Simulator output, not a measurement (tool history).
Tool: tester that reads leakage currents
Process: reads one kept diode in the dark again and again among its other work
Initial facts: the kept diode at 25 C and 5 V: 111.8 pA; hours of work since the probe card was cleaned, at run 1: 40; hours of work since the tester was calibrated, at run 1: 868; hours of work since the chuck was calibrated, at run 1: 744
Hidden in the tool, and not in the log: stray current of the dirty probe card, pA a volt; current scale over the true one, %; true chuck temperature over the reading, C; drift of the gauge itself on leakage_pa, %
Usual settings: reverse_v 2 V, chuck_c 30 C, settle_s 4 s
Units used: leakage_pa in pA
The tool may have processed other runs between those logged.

run,hour,reverse_v,chuck_c,settle_s,hours of work since the probe card was cleaned,hours of work since the tester was calibrated,hours of work since the chuck was calibrated,leakage_pa
1,0,2,30,4,40,868,744,120.09
# hour 19.9: chuck's temperature calibrated
2,41.7,2,30,4,70,898,16,120.9
3,67.9,2,30,4,90,917,36,120.76
4,85.6,2,30,4,103,931,49,121.09
5,113.9,2,30,4,124,952,71,121.1
6,137.3,2,30,8.56,142,970,88,121.16
7,156.6,2,30,4,156,984,103,120.9
8,190.4,2,30,4.21,182,1010,128,121.04
9,222.8,2,30,4.21,206,1034,153,120.76
10,255.2,2,30,4.21,230,1058,177,120.94
11,290.8,2,30,4,257,1085,204,120.5
12,320.3,2,30,4,279,1107,226,120.92
13,347.4,2,30,4,300,1127,246,121.01
14,386.9,3.18,30,4,329,1157,276,139.63
15,426,7.12,30,4,359,1187,305,180.73
16,454.3,7.12,30,4,380,1208,326,179.64
17,487.3,7.12,30,4,405,1233,351,181.46
18,517.1,7.12,30,4,427,1255,374,180.24
19,539.3,7.12,30,4,444,1272,390,179.69
20,575.3,7.12,30,4,471,1299,417,181.19
21,607.1,7.12,45,4,495,1323,441,505.39
22,628.6,1.11,57,0.37,511,1339,457,600.9
23,656,1.11,57,0.41,531,1359,478,598.61
24,683,1.11,42,9.46,552,1380,498,230.06
25,720.2,3.15,53,0.34,580,1408,526,652.48
26,736.6,2.31,53,5.02,592,1420,539,587.29
27,753.1,2.17,40,4.64,604,1432,551,249.16
28,784,2.17,40,4.64,628,1456,574,249.58
29,814,2.17,40,4.64,650,1478,597,248.57
30,831.5,18.84,35,0.39,663,1491,610,356.86
31,847.8,18.84,35,0.39,676,1504,622,355.9
32,865.8,4.73,30,0.36,689,1517,636,159.65
33,891.9,4.73,48,0.36,709,1537,655,539.19
34,919.1,2,31,6.61,729,1557,676,129.66
35,953.6,2,44,4,755,1583,702,316.17
36,969.8,2,39,4,767,1595,714,224.71
37,989.3,11.08,26,1.75,782,1610,728,156.4
38,1017.7,11.08,26,1.75,803,1631,750,155.77
# hour 1032.3: chuck's temperature calibrated
39,1047,7.21,51,1.75,824,1652,11,747.49
40,1068.1,7.21,51,1.75,840,1668,27,745.72
41,1094.3,9.35,41,6.05,859,1687,47,423.63

Pick out some run-to-run changes in leakage_pa. Of each, how much would a tool without hidden state show as well, from the settings, what came in and chance, and how much is left for the hidden state and any gauge scatter not in both results compared?
Run 24 -> 25: reverse_v 1.11 -> 3.15, chuck_c 42 -> 53, settle_s 9.46 -> 0.34. leakage_pa +422.42 pA: hidden state -0.45, all else +422.87.
Run 32 -> 33: chuck_c 30 -> 48. leakage_pa +379.54 pA: hidden state -0.56, all else +380.1.
Run 33 -> 34: reverse_v 4.73 -> 2, chuck_c 48 -> 31, settle_s 0.36 -> 6.61. leakage_pa -409.53 pA: hidden state +0.51, all else -410.04.
Run 38 -> 39: reverse_v 11.08 -> 7.21, chuck_c 26 -> 51, chuck's temperature calibrated. leakage_pa +591.72 pA: hidden state +0.14, all else +591.58.

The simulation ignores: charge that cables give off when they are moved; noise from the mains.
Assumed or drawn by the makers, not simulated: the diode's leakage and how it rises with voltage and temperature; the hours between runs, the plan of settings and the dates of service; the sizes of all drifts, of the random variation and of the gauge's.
